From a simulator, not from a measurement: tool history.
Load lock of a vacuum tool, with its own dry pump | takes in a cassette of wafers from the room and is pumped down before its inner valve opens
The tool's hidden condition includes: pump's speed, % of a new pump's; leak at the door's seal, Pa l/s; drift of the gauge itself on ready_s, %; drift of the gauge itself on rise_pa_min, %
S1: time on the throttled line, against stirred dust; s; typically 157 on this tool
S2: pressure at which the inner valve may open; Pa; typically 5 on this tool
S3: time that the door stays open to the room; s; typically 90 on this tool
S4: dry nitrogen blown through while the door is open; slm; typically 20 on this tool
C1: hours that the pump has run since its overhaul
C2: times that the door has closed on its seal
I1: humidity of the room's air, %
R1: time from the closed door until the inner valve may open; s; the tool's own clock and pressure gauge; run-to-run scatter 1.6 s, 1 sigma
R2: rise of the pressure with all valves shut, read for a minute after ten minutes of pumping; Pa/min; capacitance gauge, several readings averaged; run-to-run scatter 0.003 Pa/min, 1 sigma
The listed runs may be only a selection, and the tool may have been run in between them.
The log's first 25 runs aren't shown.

run 26 hour=8295.5 | S1=157 S2=5 S3=67 S4=5 | C1=1739 C2=40762 | I1=44.4 | R1=271.9 R2=0.227
run 27 hour=8744.3 | S1=82 S2=5 S3=90 S4=20 | C1=2188 C2=43004 | I1=50 | R1=203.3 R2=0.251
run 28 hour=9155.2 | S1=215 S2=6 S3=238 S4=20 | C1=2599 C2=45058 | I1=41 | R1=321.5 R2=0.277
run 29 hour=9573 | S1=215 S2=6 S3=238 S4=20 | C1=3016 C2=47145 | I1=45.1 | R1=322.2 R2=0.296
run 30 hour=10100.4 | S1=157 S2=7 S3=83 S4=4 | C1=3544 C2=49781 | I1=43.1 | R1=268.5 R2=0.298
run 31 hour=10472.3 | S1=157 S2=7 S3=83 S4=4 | C1=3916 C2=51640 | I1=44.3 | R1=269.2 R2=0.333
run 32 hour=10967 | S1=157 S2=4 S3=71 S4=11 | C1=4410 C2=54112 | I1=47.2 | R1=278.6 R2=0.352
run 33 hour=11382.7 | S1=96 S2=7 S3=130 S4=5 | C1=4826 C2=56189 | I1=45.7 | R1=216.2 R2=0.395
run 34 hour=11617.9 | S1=202 S2=4 S3=68 S4=25 | C1=5061 C2=57365 | I1=45.8 | R1=320.1 R2=0.369
run 35 hour=11927.9 | S1=294 S2=4 S3=82 S4=25 | C1=5371 C2=58914 | I1=49 | R1=401.5 R2=0.388
run 36 hour=12381.9 | S1=287 S2=7 S3=82 S4=25 | C1=5825 C2=61183 | I1=46.5 | R1=387.5 R2=0.407
run 37 hour=12637.1 | S1=157 S2=6 S3=34 S4=5 | C1=6081 C2=62458 | I1=45.3 | R1=271.8 R2=0.418
run 38 hour=13011.1 | S1=188 S2=6 S3=38 S4=8 | C1=6455 C2=64327 | I1=47.4 | R1=302.6 R2=0.453

Predict each of these 3 candidate next runs independently; none follows another, all start after run 38:
run A hour=13263.5 | S1=157 S2=9 S3=74 S4=44 | C1=6707 C2=65589 | I1=44.9 | R1=? R2=?
run B hour=13263.5 | S1=81 S2=6 S3=90 S4=5 | C1=6707 C2=65589 | I1=45.5 | R1=? R2=?
run C hour=13263.5 | S1=137 S2=6 S3=39 S4=34 | C1=6707 C2=65589 | I1=43 | R1=? R2=?

run=A R1=265.3 R2=0.462
run=B R1=207.8 R2=0.474
run=C R1=257.1 R2=0.452
Had the tool no hidden state, the same runs would have come out as:
run=A R1=256.5 R2=0.015
run=B R1=197.6 R2=0.031
run=C R1=247.5 R2=0.011
